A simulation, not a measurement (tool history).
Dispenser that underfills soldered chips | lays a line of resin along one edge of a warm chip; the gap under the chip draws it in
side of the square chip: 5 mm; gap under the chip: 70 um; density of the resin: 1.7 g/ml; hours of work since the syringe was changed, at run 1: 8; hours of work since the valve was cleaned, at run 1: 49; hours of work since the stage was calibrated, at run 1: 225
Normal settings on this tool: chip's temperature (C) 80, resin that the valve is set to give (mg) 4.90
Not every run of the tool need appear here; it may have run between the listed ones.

run	hour	chip's temperature (C)	resin that the valve is set to give (mg)	hours of work since the syringe was changed	hours of work since the valve was cleaned	hours of work since the stage was calibrated	time until the resin shows at the far edge (s)	resin that the valve gave (mg)
1	0.0	80	4.90	8	49	225	7.9	4.68
# hour 1.8: new syringe of resin
# hour 12.0: dispensing valve cleaned and set on the balance
# hour 14.0: new syringe of resin
2	14.0	80	4.90	0	1	235	6.4	4.95
# hour 24.8: new syringe of resin
3	26.1	80	4.90	1	11	245	6.5	4.85
4	34.3	80	4.90	8	17	251	8.0	4.87
# hour 35.4: new syringe of resin
5	41.0	80	5.91	4	22	256	7.2	5.80
# hour 46.2: new syringe of resin
6	48.5	80	5.91	2	28	262	6.2	5.68
7	55.1	72	5.91	7	33	267	10.0	5.71
# hour 56.8: new syringe of resin
# hour 68.2: new syringe of resin
8	68.2	72	5.91	0	43	277	8.2	5.60
9	75.5	72	5.91	6	49	283	9.7	5.63
# hour 79.8: new syringe of resin
# hour 85.7: dispensing valve cleaned and set on the balance
10	85.7	72	5.91	4	0	290	9.5	5.88
# hour 91.7: new syringe of resin
11	93.6	80	5.69	2	6	296	6.8	5.63
# hour 102.7: new syringe of resin
12	109.5	91	5.69	5	19	309	5.4	5.60
# hour 113.9: new syringe of resin
13	118.2	80	4.90	3	25	315	7.5	4.83
# hour 124.6: new syringe of resin
14	134.5	84	4.36	8	38	328	7.3	4.21
# hour 135.7: new syringe of resin
# hour 146.9: new syringe of resin
# hour 149.2: stage's temperature calibrated
15	149.2	77	4.36	1	48	0	9.0	4.17
16	157.3	71	5.92	7	55	6	10.8	5.59

Run 17, settings as shown, results not yet in. Your forecast:
# hour 158.5: new syringe of resin
# hour 161.0: dispensing valve cleaned and set on the balance
# hour 170.1: new syringe of resin
17	171.9	71	4.48	1	8	17	?	?

{"run 17": {"time until the resin shows at the far edge (s)": 9.0, "resin that the valve gave (mg)": 4.43}}
Minus the tool's unlogged condition, the same run would have read time until the resin shows at the far edge (s) 8.7, resin that the valve gave (mg) 4.47.
